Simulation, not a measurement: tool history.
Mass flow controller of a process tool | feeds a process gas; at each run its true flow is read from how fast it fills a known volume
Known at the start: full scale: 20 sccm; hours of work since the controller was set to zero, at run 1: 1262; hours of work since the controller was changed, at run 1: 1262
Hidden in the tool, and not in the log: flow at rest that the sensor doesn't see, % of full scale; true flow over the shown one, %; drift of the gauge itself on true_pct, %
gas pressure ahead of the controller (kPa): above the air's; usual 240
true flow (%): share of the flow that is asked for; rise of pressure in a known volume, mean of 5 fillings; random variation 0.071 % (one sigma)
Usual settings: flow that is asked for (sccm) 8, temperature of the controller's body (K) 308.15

run,hour,flow that is asked for (sccm),gas pressure ahead of the controller (kPa),temperature of the controller's body (K),hours of work since the controller was set to zero,hours of work since the controller was changed,true flow (%)
1,0,8,240,308.15,1262,1262,101.44
2,52.3,8,240,309.15,1297,1297,101.67
3,94.8,8,183,308.15,1326,1326,101.23
4,148.5,8,240,308.15,1362,1362,101.43
5,192.1,8,191,308.15,1391,1391,101.44
6,257,8,191,308.15,1435,1435,101.36
7,353.2,4,240,308.15,1500,1500,101.78
8,412.6,4,240,308.15,1540,1540,101.79
9,463.7,4,240,308.15,1574,1574,102.02
10,539.8,4,240,308.15,1626,1626,101.94
11,621.4,8,240,308.15,1681,1681,101.71
12,715.1,8,229,305.15,1744,1744,101.36
13,765.1,4,240,311.15,1777,1777,102.38
14,812.5,9,240,308.15,1809,1809,101.65
15,851.1,9,240,308.15,1835,1835,101.68
16,902.7,8,272,295.15,1870,1870,100.44
17,970.9,8,153,302.15,1916,1916,100.92
18,1013.8,3,209,312.15,1945,1945,102.76
19,1076.6,8,240,303.15,1987,1987,101.25
20,1132,19,221,294.15,2024,2024,100.44
21,1171.9,4,221,296.15,2051,2051,101.02
22,1229.6,4,221,296.15,2090,2090,101.09

Measured less the same run without the tool's hidden state. The same run-to-run variation is in both; the gauge's scatter may not be:
run,true flow (%)
1,+0.69
2,+0.71
3,+0.73
4,+0.74
5,+0.76
6,+0.77
7,+1.21
8,+1.24
9,+1.27
10,+1.31
11,+0.89
12,+0.92
13,+1.41
14,+0.89
15,+0.91
16,+0.98
17,+1
18,+1.88
19,+1.04
20,+0.74
21,+1.61
22,+1.65
